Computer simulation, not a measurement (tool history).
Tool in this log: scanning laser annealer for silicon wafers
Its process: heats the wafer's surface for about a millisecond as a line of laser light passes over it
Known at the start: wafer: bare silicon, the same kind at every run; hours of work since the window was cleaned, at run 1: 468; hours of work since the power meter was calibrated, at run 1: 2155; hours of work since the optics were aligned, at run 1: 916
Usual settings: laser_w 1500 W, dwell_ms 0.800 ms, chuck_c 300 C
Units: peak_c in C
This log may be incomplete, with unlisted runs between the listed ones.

run   hour  laser_w  dwell_ms  chuck_c  hours of work since the window was cleaned  hours of work since the power meter was calibrated  hours of work since the optics were aligned  peak_c
  1    0.0     1500     0.800      300                                         468                                                2155                                          916    1128
  2   33.8     1500     0.800      300                                         495                                                2182                                          943    1125
  3   83.1     1500     0.800      300                                         534                                                2221                                          982    1122
  4  141.1     1500     0.597      300                                         580                                                2267                                         1029    1024
  5  205.3     1500     0.800      263                                         632                                                2319                                         1080    1081
  6  258.6     1500     0.800      300                                         674                                                2361                                         1123    1117
  7  306.3     1554     0.800      300                                         712                                                2400                                         1161    1154
     341.9  -- optics aligned, line set to its width
  8  377.2     1500     0.859      300                                         765                                                2452                                           28    1174
  9  448.5     1500     0.961      300                                         822                                                2509                                           85    1211
     496.2  -- window over the wafer cleaned
 10  525.0     1598     0.578      280                                          23                                                2569                                          145    1099
     531.8  -- laser's power meter calibrated
 11  558.8     1633     0.604      270                                          48                                                  22                                          170    1148
 12  604.8     1594     0.610      270                                          84                                                  58                                          206    1126
 13  638.6     1344     0.598      284                                         111                                                  85                                          233     961
     662.5  -- laser's power meter calibrated, once more
 14  678.6     1344     0.598      284                                         141                                                  13                                          263     920
 15  725.0     1344     0.598      284                                         178                                                  50                                          300     919
 16  772.0     1344     0.754      334                                         216                                                  88                                          338    1033
 17  836.0     1500     0.753      332                                         267                                                 139                                          389    1136

Selected run-to-run steps in peak_c, each split into two signed amounts: the part the tool would show with no hidden state at all (from settings, incoming material and random variation), and the remainder, which goes to the hidden state together with any gauge scatter not common to the measured and the hidden-state-free results:
Hidden state present: light that passes the window, % of a clean one's; laser's true power over the reading, %; width of the line over the set one, %; drift of the gauge itself on peak_c, C.
Run 12 -> 13: laser_w 1594 -> 1344, dwell_ms 0.610 -> 0.598, chuck_c 270 -> 284. peak_c -165 C: hidden state -9, all else -156.
Run 13 -> 14: laser's power meter calibrated, once more. peak_c -41 C: hidden state -40, all else -1.

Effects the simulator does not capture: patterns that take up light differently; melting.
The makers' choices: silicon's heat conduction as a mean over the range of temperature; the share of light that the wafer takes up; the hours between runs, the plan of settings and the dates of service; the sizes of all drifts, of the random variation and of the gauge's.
